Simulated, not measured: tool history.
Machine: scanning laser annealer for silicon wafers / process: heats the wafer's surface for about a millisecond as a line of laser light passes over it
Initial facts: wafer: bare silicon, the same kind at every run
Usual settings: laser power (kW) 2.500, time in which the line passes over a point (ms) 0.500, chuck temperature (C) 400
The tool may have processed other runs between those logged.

run	hour	laser power (kW)	time in which the line passes over a point (ms)	chuck temperature (C)	highest temperature of the surface (C)
1	0.0	2.500	0.500	400	1172
2	6.8	2.500	0.500	400	1173
3	17.4	2.500	0.500	400	1172
4	29.0	2.500	0.500	400	1172
5	40.3	2.500	0.430	400	1112
6	49.6	2.500	0.500	400	1173
7	61.3	2.209	0.500	400	1055
8	74.3	2.209	0.500	400	1058
9	82.7	2.500	0.500	400	1169
10	88.9	2.500	0.558	400	1213
11	97.1	2.277	0.500	400	1080
12	108.7	2.277	0.500	389	1068
13	120.6	2.277	0.500	389	1069
14	130.0	2.277	0.500	389	1067
15	136.8	2.500	0.500	434	1202
16	147.6	2.500	0.426	400	1103
17	157.5	2.500	0.426	427	1131
18	168.4	2.500	0.426	427	1134
19	178.4	2.500	0.426	427	1132
20	185.0	2.500	0.500	400	1164
21	191.9	2.500	0.500	400	1163
22	204.2	2.615	0.500	400	1211
23	216.0	2.391	0.587	368	1151
24	224.5	2.332	0.588	365	1123
25	231.6	2.332	0.588	371	1128
26	242.5	2.332	0.588	371	1128
27	253.0	2.219	0.433	376	979
28	262.4	2.219	0.433	376	981
29	273.7	2.219	0.433	376	979
30	286.3	2.395	0.515	376	1107

The next listed run, before its measurement:
31	295.3	2.395	0.515	376	?

{"run 31": {"highest temperature of the surface (C)": 1105}}
Had the tool carried no hidden state, the very same run would have given highest temperature of the surface (C) 1129.

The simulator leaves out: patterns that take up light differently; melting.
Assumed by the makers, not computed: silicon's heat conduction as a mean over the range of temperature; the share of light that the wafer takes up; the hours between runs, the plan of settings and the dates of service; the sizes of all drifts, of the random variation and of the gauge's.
